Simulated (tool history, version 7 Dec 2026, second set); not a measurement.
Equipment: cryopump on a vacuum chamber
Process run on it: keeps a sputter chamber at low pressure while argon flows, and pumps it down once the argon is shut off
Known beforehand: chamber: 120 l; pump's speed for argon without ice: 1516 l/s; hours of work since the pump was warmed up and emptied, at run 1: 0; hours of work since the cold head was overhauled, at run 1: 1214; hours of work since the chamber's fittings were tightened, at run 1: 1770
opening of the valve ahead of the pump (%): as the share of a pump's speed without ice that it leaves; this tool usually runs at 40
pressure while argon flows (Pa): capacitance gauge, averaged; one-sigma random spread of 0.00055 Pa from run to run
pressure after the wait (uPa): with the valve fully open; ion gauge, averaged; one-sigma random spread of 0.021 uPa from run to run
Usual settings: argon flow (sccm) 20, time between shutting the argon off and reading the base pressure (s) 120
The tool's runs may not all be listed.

run    hour  argon flow (sccm)  time between shutting the argon off and reading the base pressure (s)  opening of the valve ahead of the pump (%)  hours of work since the pump was warmed up and emptied  hours of work since the cold head was overhauled  hours of work since the chamber's fittings were tightened  pressure while argon flows (Pa)  pressure after the wait (uPa)
  1       0                 20                                                                    120                                          40                                                       0                                              1214                                                       1770                            0.056                           1.03
  2    49.5                 19                                                                    120                                          40                                                      37                                              1252                                                       1807                           0.0533                           1.04
  3   112.8                 20                                                                    279                                          40                                                      85                                              1299                                                       1854                           0.0581                           0.99
  4   163.8                 20                                                                     93                                          40                                                     123                                              1337                                                       1892                           0.0573                           1.19
  5     223                 20                                                                    120                                          40                                                     167                                              1382                                                       1937                           0.0572                           1.19
  6   273.1                 20                                                                    120                                          40                                                     205                                              1419                                                       1974                           0.0582                           1.21
  7     317                 20                                                                    120                                          40                                                     238                                              1452                                                       2007                           0.0582                           1.19
  8   365.4                 20                                                                    120                                          40                                                     274                                              1488                                                       2044                           0.0593                           1.33
      395.3  -- leaking fittings of the chamber tightened, without venting
  9   405.2                 20                                                                    120                                          40                                                     302                                              1517                                                          7                           0.0594                           0.45
 10   474.1                 20                                                                    120                                          40                                                     354                                              1568                                                         59                           0.0603                           0.44
      509.3  -- pump warmed up, emptied and cooled again
 11   527.4                 20                                                                    120                                          40                                                      14                                              1605                                                         95                           0.0569                           0.41
 12   573.4                 20                                                                    120                                          40                                                      48                                              1639                                                        130                            0.056                           0.41
 13   616.3                 20                                                                    120                                          40                                                      80                                              1671                                                        162                           0.0568                           0.43
 14     666                 20                                                                    120                                          40                                                     118                                              1708                                                        199                           0.0573                           0.47
 15   719.7                 20                                                                    120                                          40                                                     158                                              1749                                                        239                           0.0578                           0.48
 16   771.7                 19                                                                     55                                          40                                                     197                                              1788                                                        278                           0.0552                           0.75
 17   800.6                 35                                                                    120                                          16                                                     218                                              1809                                                        300                           0.2488                           0.53
 18   832.8                 35                                                                    120                                          16                                                     243                                              1833                                                        324                           0.2489                           0.55
 19   890.3                  8                                                                    120                                          28                                                     286                                              1877                                                        367                           0.0338                           0.56
 20   942.6                  8                                                                     42                                          31                                                     325                                              1916                                                        407                           0.0306                           0.87
 21  1004.9                  8                                                                     42                                          31                                                     371                                              1962                                                        453                           0.0307                            0.9

Forecast run 22:
     1017.8  -- pump warmed up, emptied and cooled again
 22  1040                 29                                                                    120                                          40                                                      17                                              1985                                                        476                                ?                              ?

pressure while argon flows (Pa): 0.0815
pressure after the wait (uPa): 0.55
Without the tool's hidden state the same run would have given pressure while argon flows (Pa) 0.0804, pressure after the wait (uPa) 0.37.
